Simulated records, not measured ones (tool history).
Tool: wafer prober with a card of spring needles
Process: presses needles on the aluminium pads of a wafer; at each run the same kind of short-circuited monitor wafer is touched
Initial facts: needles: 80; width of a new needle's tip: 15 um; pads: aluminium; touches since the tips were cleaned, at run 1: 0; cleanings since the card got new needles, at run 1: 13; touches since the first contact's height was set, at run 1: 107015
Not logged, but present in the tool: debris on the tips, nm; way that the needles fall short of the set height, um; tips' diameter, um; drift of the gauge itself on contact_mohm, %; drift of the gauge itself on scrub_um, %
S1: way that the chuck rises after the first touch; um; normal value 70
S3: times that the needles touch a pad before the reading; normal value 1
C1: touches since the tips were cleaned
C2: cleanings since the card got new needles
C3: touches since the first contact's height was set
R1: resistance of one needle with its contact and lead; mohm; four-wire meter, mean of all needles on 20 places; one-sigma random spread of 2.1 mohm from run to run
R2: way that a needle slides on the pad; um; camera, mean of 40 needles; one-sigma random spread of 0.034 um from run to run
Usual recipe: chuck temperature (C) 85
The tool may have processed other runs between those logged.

Run 1, hour 0.0: usual settings; C1 0; C2 13; C3 107015. Result: R1 225 mohm, R2 15.59 um.
Run 2, hour 19.8: usual settings; C1 5169; C2 13; C3 112184. Result: R1 228 mohm, R2 15.64 um.
At hour 28.8: tips cleaned on abrasive film.
Run 3, hour 37.6: usual settings but chuck temperature (C) 84; C1 2304; C2 14; C3 116814. Result: R1 227 mohm, R2 15.63 um.
At hour 46.2: height of the first contact set anew.
Run 4, hour 53.2: usual settings but chuck temperature (C) 84; C1 6314; C2 14; C3 1850. Result: R1 227 mohm, R2 15.67 um.
At hour 57.3: tips cleaned on abrasive film.
Run 5, hour 74.5: usual settings but chuck temperature (C) 55; C1 4518; C2 15; C3 7389. Result: R1 214 mohm, R2 15.65 um.
At hour 85.3: tips cleaned on abrasive film.
Run 6, hour 101.4: usual settings but chuck temperature (C) 55; C1 4214; C2 16; C3 14379. Result: R1 215 mohm, R2 15.61 um.
At hour 114.9: tips cleaned on abrasive film.
Run 7, hour 126.4: usual settings but chuck temperature (C) 55; C1 3024; C2 17; C3 20894. Result: R1 220 mohm, R2 15.65 um.
Run 8, hour 138.0: usual settings; C1 6045; C2 17; C3 23915. Result: R1 224 mohm, R2 15.74 um.
At hour 143.0: tips cleaned on abrasive film.
Run 9, hour 151.9: usual settings; C1 2329; C2 18; C3 27519. Result: R1 223 mohm, R2 15.64 um.
Run 10, hour 169.8: usual settings; C1 6999; C2 18; C3 32189. Result: R1 223 mohm, R2 15.63 um.
At hour 172.1: tips cleaned on abrasive film.
Run 11, hour 189.2: usual settings but S1 88 um; C1 4476; C2 19; C3 37255. Result: R1 222 mohm, R2 19.74 um.
At hour 200.9: tips cleaned on abrasive film.
Run 12, hour 209.5: usual settings but S1 83 um; C1 2245; C2 20; C3 42519. Result: R1 219 mohm, R2 18.63 um.
Run 13, hour 222.2: usual settings but S1 60 um, chuck temperature (C) 75, S3 2; C1 5566; C2 20; C3 45840. Result: R1 226 mohm, R2 13.42 um.
At hour 229.8: tips cleaned on abrasive film.
Run 14, hour 250.6: usual settings but S1 60 um, chuck temperature (C) 75, S3 2; C1 5429; C2 21; C3 53226. Result: R1 223 mohm, R2 13.41 um.
At hour 258.4: tips cleaned on abrasive film.
Run 15, hour 267.6: usual settings but S1 60 um, chuck temperature (C) 75, S3 2; C1 2410; C2 22; C3 57656. Result: R1 221 mohm, R2 13.43 um.
At hour 285.9: tips cleaned on abrasive film.
Run 16, hour 293.6: usual settings but S1 87 um, chuck temperature (C) 117, S3 2; C1 2023; C2 23; C3 64431. Result: R1 233 mohm, R2 19.41 um.
Run 17, hour 305.5: usual settings but S1 77 um, chuck temperature (C) 67; C1 5130; C2 23; C3 67538. Result: R1 216 mohm, R2 17.17 um.
At hour 313.8: tips cleaned on abrasive film.
Run 18, hour 327.5: usual settings but S1 54 um; C1 3575; C2 24; C3 73245. Result: R1 227 mohm, R2 12.06 um.
At hour 342.3: tips cleaned on abrasive film.
Run 19, hour 353.3: usual settings but S1 54 um; C1 2876; C2 25; C3 79973. Result: R1 227 mohm, R2 12.02 um.
At hour 369.9: tips cleaned on abrasive film.
Run 20, hour 375.6: usual settings but S1 58 um; C1 1490; C2 26; C3 85756. Result: R1 232 mohm, R2 13.00 um.
At hour 397.6: tips cleaned on abrasive film.
Run 21, hour 399.9: usual settings but S1 55 um, chuck temperature (C) 58, S3 2; C1 602; C2 27; C3 92100. Result: R1 224 mohm, R2 12.27 um.
Run 22, hour 420.5: usual settings but S1 55 um, chuck temperature (C) 58, S3 2; C1 5965; C2 27; C3 97463. Result: R1 219 mohm, R2 12.27 um.
At hour 426.4: tips cleaned on abrasive film.
Run 23, hour 435.5: usual settings but S1 63 um, chuck temperature (C) 83, S3 2; C1 2373; C2 28; C3 101356. Result: R1 227 mohm, R2 14.08 um.
At hour 454.5: tips cleaned on abrasive film.
Run 24, hour 456.2: usual settings but S1 55 um, S3 3; C1 452; C2 29; C3 106759. Result: R1 228 mohm, R2 12.31 um.

3 options for the next run, each taken on its own from the tool as it stands now. Forecast them:
Run A, hour 469.3: usual settings but S1 53 um, chuck temperature (C) 60; C1 3868; C2 29; C3 110175. Result: R1 ?, R2 ?.
Run B, hour 469.3: usual settings but S1 55 um, chuck temperature (C) 94, S3 3; C1 3868; C2 29; C3 110175. Result: R1 ?, R2 ?.
Run C, hour 469.3: usual settings but S1 73 um, chuck temperature (C) 107, S3 3; C1 3868; C2 29; C3 110175. Result: R1 ?, R2 ?.

run   R1     R2
  A  224  11.85
  B  228  12.28
  C  232  16.29
Had the tool no hidden state, the same runs would have come out as:
run   R1     R2
  A  223  11.85
  B  228  12.28
  C  231  16.30
